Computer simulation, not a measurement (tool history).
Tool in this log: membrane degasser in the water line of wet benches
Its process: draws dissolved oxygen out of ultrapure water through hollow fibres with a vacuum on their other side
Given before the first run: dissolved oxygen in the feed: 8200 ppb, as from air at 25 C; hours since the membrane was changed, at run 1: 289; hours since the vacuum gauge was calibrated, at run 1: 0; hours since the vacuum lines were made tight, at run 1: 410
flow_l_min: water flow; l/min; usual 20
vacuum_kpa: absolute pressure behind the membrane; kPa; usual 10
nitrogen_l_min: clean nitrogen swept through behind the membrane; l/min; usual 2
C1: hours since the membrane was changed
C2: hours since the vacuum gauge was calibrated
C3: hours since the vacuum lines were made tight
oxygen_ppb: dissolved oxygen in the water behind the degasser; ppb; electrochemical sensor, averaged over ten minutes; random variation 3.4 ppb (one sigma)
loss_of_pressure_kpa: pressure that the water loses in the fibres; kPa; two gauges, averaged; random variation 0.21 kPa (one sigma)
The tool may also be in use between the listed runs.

run 1 day=0 | flow_l_min=20 vacuum_kpa=10 nitrogen_l_min=2 | C1=289 C2=0 C3=410 | oxygen_ppb=345.5 loss_of_pressure_kpa=48.23
run 2 day=3.708 | flow_l_min=20 vacuum_kpa=10 nitrogen_l_min=2 | C1=378 C2=89 C3=499 | oxygen_ppb=351.8 loss_of_pressure_kpa=47.93
run 3 day=6.112 | flow_l_min=20 vacuum_kpa=10 nitrogen_l_min=2 | C1=436 C2=147 C3=556 | oxygen_ppb=347.9 loss_of_pressure_kpa=48.29
run 4 day=11.408 | flow_l_min=20 vacuum_kpa=10 nitrogen_l_min=2 | C1=563 C2=274 C3=683 | oxygen_ppb=351 loss_of_pressure_kpa=48.16
run 5 day=15.992 | flow_l_min=20 vacuum_kpa=10 nitrogen_l_min=2 | C1=673 C2=384 C3=793 | oxygen_ppb=352.4 loss_of_pressure_kpa=47.98
run 6 day=20.821 | flow_l_min=20 vacuum_kpa=10 nitrogen_l_min=2 | C1=789 C2=500 C3=909 | oxygen_ppb=350.6 loss_of_pressure_kpa=48.99
run 7 day=23.779 | flow_l_min=16 vacuum_kpa=10 nitrogen_l_min=2 | C1=860 C2=571 C3=980 | oxygen_ppb=241.8 loss_of_pressure_kpa=38.54
run 8 day=27.588 | flow_l_min=20 vacuum_kpa=14.4 nitrogen_l_min=2 | C1=951 C2=662 C3=1072 | oxygen_ppb=457.6 loss_of_pressure_kpa=48.39
run 9 day=30.046 | flow_l_min=20 vacuum_kpa=14.4 nitrogen_l_min=2 | C1=1010 C2=721 C3=1131 | oxygen_ppb=450.7 loss_of_pressure_kpa=48.1
run 10 day=33.471 | flow_l_min=20 vacuum_kpa=14.4 nitrogen_l_min=2 | C1=1092 C2=803 C3=1213 | oxygen_ppb=450.9 loss_of_pressure_kpa=48.83
run 11 day=38.25 | flow_l_min=20 vacuum_kpa=14.4 nitrogen_l_min=2 | C1=1207 C2=918 C3=1328 | oxygen_ppb=451.8 loss_of_pressure_kpa=48.47
run 12 day=42.671 | flow_l_min=26 vacuum_kpa=10 nitrogen_l_min=2 | C1=1313 C2=1024 C3=1434 | oxygen_ppb=564.5 loss_of_pressure_kpa=63
run 13 day=47.321 | flow_l_min=20 vacuum_kpa=10 nitrogen_l_min=4.53 | C1=1425 C2=1136 C3=1545 | oxygen_ppb=272.1 loss_of_pressure_kpa=48.59
run 14 day=52.662 | flow_l_min=20 vacuum_kpa=10 nitrogen_l_min=4.53 | C1=1553 C2=1264 C3=1674 | oxygen_ppb=278.6 loss_of_pressure_kpa=49.04
run 15 day=56.75 | flow_l_min=20 vacuum_kpa=10 nitrogen_l_min=2 | C1=1651 C2=1362 C3=1772 | oxygen_ppb=367.2 loss_of_pressure_kpa=49.26
run 16 day=60.1 | flow_l_min=20 vacuum_kpa=10 nitrogen_l_min=2 | C1=1731 C2=1442 C3=1852 | oxygen_ppb=370.2 loss_of_pressure_kpa=49.29
run 17 day=65.2 | flow_l_min=17 vacuum_kpa=10 nitrogen_l_min=2 | C1=1854 C2=1565 C3=1974 | oxygen_ppb=281.3 loss_of_pressure_kpa=41.99
run 18 day=69.446 | flow_l_min=17 vacuum_kpa=10 nitrogen_l_min=2 | C1=1956 C2=1667 C3=2076 | oxygen_ppb=280.8 loss_of_pressure_kpa=42
run 19 day=72.896 | flow_l_min=12 vacuum_kpa=10 nitrogen_l_min=0.92 | C1=2038 C2=1749 C3=2159 | oxygen_ppb=256.2 loss_of_pressure_kpa=29.75
run 20 day=78.029 | flow_l_min=15 vacuum_kpa=8.4 nitrogen_l_min=4.29 | C1=2162 C2=1873 C3=2282 | oxygen_ppb=147.7 loss_of_pressure_kpa=36.79
run 21 day=81.204 | flow_l_min=16 vacuum_kpa=9.2 nitrogen_l_min=3.76 | C1=2238 C2=1949 C3=2359 | oxygen_ppb=183.6 loss_of_pressure_kpa=39.64
run 22 day=84.133 | flow_l_min=20 vacuum_kpa=8.1 nitrogen_l_min=2.74 | C1=2308 C2=2019 C3=2429 | oxygen_ppb=307.1 loss_of_pressure_kpa=49.65
run 23 day=87.679 | flow_l_min=18 vacuum_kpa=10.6 nitrogen_l_min=2 | C1=2393 C2=2104 C3=2514 | oxygen_ppb=323.5 loss_of_pressure_kpa=44.46
run 24 day=90.708 | flow_l_min=18 vacuum_kpa=10.6 nitrogen_l_min=1.33 | C1=2466 C2=2177 C3=2587 | oxygen_ppb=389.7 loss_of_pressure_kpa=44.44
-- day=95.146 seals of the vacuum lines changed
run 25 day=95.442 | flow_l_min=18 vacuum_kpa=10.6 nitrogen_l_min=1.33 | C1=2577 C2=2289 C3=7 | oxygen_ppb=390.9 loss_of_pressure_kpa=44.77
run 26 day=98.842 | flow_l_min=20 vacuum_kpa=22 nitrogen_l_min=2 | C1=2659 C2=2370 C3=89 | oxygen_ppb=629.6 loss_of_pressure_kpa=49.85
run 27 day=101.888 | flow_l_min=20 vacuum_kpa=22 nitrogen_l_min=2 | C1=2732 C2=2443 C3=162 | oxygen_ppb=631 loss_of_pressure_kpa=50.08
run 28 day=106.475 | flow_l_min=20 vacuum_kpa=10 nitrogen_l_min=4.25 | C1=2842 C2=2553 C3=272 | oxygen_ppb=301.6 loss_of_pressure_kpa=49.88
run 29 day=110.792 | flow_l_min=20 vacuum_kpa=10 nitrogen_l_min=4.25 | C1=2946 C2=2657 C3=375 | oxygen_ppb=307.1 loss_of_pressure_kpa=50.32
run 30 day=114.525 | flow_l_min=16 vacuum_kpa=10 nitrogen_l_min=2 | C1=3036 C2=2747 C3=465 | oxygen_ppb=259.8 loss_of_pressure_kpa=40.53
run 31 day=118.971 | flow_l_min=14 vacuum_kpa=8.8 nitrogen_l_min=3.41 | C1=3142 C2=2853 C3=572 | oxygen_ppb=144.9 loss_of_pressure_kpa=35.04
run 32 day=123.308 | flow_l_min=14 vacuum_kpa=8.8 nitrogen_l_min=3.41 | C1=3246 C2=2957 C3=676 | oxygen_ppb=148.8 loss_of_pressure_kpa=35.45
run 33 day=126.142 | flow_l_min=16 vacuum_kpa=22.9 nitrogen_l_min=3.41 | C1=3314 C2=3025 C3=744 | oxygen_ppb=357.7 loss_of_pressure_kpa=40.79

Each row is a separate what-if for the run after 33, all from the same tool condition, not one after another. Results?
run A day=129.033 | flow_l_min=20 vacuum_kpa=10 nitrogen_l_min=1.94 | C1=3384 C2=3095 C3=813 | oxygen_ppb=? loss_of_pressure_kpa=?
run B day=129.033 | flow_l_min=17 vacuum_kpa=22.9 nitrogen_l_min=3.41 | C1=3384 C2=3095 C3=813 | oxygen_ppb=? loss_of_pressure_kpa=?
run C day=129.033 | flow_l_min=18 vacuum_kpa=10 nitrogen_l_min=2.21 | C1=3384 C2=3095 C3=813 | oxygen_ppb=? loss_of_pressure_kpa=?

run=A oxygen_ppb=395.6 loss_of_pressure_kpa=50.8
run=B oxygen_ppb=385 loss_of_pressure_kpa=43.07
run=C oxygen_ppb=307.5 loss_of_pressure_kpa=45.61
With no hidden state in the tool, these same runs would have given:
run=A oxygen_ppb=349 loss_of_pressure_kpa=47.98
run=B oxygen_ppb=351.8 loss_of_pressure_kpa=40.68
run=C oxygen_ppb=269.5 loss_of_pressure_kpa=43.08
